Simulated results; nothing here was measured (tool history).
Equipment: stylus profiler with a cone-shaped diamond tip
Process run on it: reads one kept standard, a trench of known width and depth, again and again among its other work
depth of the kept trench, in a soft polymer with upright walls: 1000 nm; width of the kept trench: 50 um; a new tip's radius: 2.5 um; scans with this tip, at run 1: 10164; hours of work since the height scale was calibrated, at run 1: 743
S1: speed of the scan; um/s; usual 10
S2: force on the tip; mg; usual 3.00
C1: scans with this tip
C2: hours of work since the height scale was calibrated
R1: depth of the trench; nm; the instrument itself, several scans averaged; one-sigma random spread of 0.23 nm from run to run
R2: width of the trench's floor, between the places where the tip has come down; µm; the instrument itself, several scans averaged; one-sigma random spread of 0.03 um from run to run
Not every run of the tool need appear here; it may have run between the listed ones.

| run | hour | S1 | S2 | C1 | C2 | R1 | R2 |
|---|---|---|---|---|---|---|---|
| 1 | 0.0 | 10 | 3.00 | 10164 | 743 | 1021.81 | 45.03 |
| 2 | 21.6 | 3 | 3.00 | 10390 | 760 | 1021.94 | 45.04 |
| 3 | 37.3 | 3 | 3.00 | 10553 | 771 | 1021.58 | 45.01 |
| 4 | 53.7 | 10 | 3.00 | 10725 | 784 | 1022.00 | 45.02 |
| 5 | 78.0 | 10 | 3.00 | 10978 | 803 | 1022.12 | 44.97 |
| 6 | 97.2 | 10 | 3.00 | 11178 | 817 | 1022.49 | 44.95 |
| 7 | 122.6 | 10 | 1.90 | 11443 | 837 | 1017.04 | 44.91 |
| 8 | 147.4 | 10 | 1.90 | 11702 | 855 | 1017.07 | 44.87 |
| 9 | 159.8 | 10 | 1.90 | 11832 | 865 | 1016.84 | 44.86 |
| 10 | 180.0 | 10 | 1.90 | 12043 | 880 | 1016.91 | 44.87 |
| 11 | 205.6 | 11 | 3.00 | 12309 | 900 | 1021.98 | 44.90 |
| 12 | 226.6 | 10 | 4.99 | 12529 | 916 | 1030.47 | 44.86 |
| 13 | 238.0 | 10 | 3.04 | 12648 | 925 | 1022.64 | 44.87 |
| 14 | 261.9 | 6 | 6.97 | 12897 | 943 | 1037.13 | 44.82 |
| 15 | 275.2 | 6 | 6.97 | 13036 | 953 | 1037.54 | 44.84 |
|  | 276.8 | height scale calibrated on a step standard |
| 16 | 302.1 | 6 | 6.97 | 13312 | 19 | 1038.76 | 44.82 |
| 17 | 328.1 | 6 | 6.97 | 13583 | 39 | 1038.67 | 44.81 |
| 18 | 341.4 | 16 | 2.30 | 13721 | 49 | 1020.23 | 44.72 |
|  | 367.2 | height scale calibrated on a step standard, once more |
| 19 | 367.2 | 37 | 1.60 | 13986 | 0 | 1012.75 | 44.50 |
| 20 | 381.5 | 17 | 3.47 | 14136 | 11 | 1021.50 | 44.71 |
| 21 | 398.4 | 10 | 5.85 | 14312 | 24 | 1031.28 | 44.74 |
| 22 | 416.2 | 15 | 3.68 | 14498 | 37 | 1022.80 | 44.66 |
| 23 | 429.0 | 6 | 1.80 | 14631 | 47 | 1014.08 | 44.70 |
| 24 | 455.3 | 6 | 1.80 | 14905 | 67 | 1014.45 | 44.62 |

Here are 5 independent what-if runs from the current tool condition. What would each one return?
| A | 474.5 | 4 | 1.80 | 15106 | 82 | ? | ? |
| B | 474.5 | 11 | 2.53 | 15106 | 82 | ? | ? |
| C | 474.5 | 2 | 2.59 | 15106 | 82 | ? | ? |
| D | 474.5 | 35 | 2.98 | 15106 | 82 | ? | ? |
| E | 474.5 | 10 | 1.19 | 15106 | 82 | ? | ? |

| run | R1 | R2 |
|---|---|---|
| A | 1014.42 | 44.69 |
| B | 1017.73 | 44.64 |
| C | 1018.27 | 44.70 |
| D | 1019.76 | 44.52 |
| E | 1010.64 | 44.59 |
Without the tool's unlogged condition, the same runs would have read:
| run | R1 | R2 |
|---|---|---|
| A | 1014.17 | 46.00 |
| B | 1017.48 | 45.95 |
| C | 1018.02 | 46.00 |
| D | 1019.51 | 45.83 |
| E | 1010.40 | 45.90 |
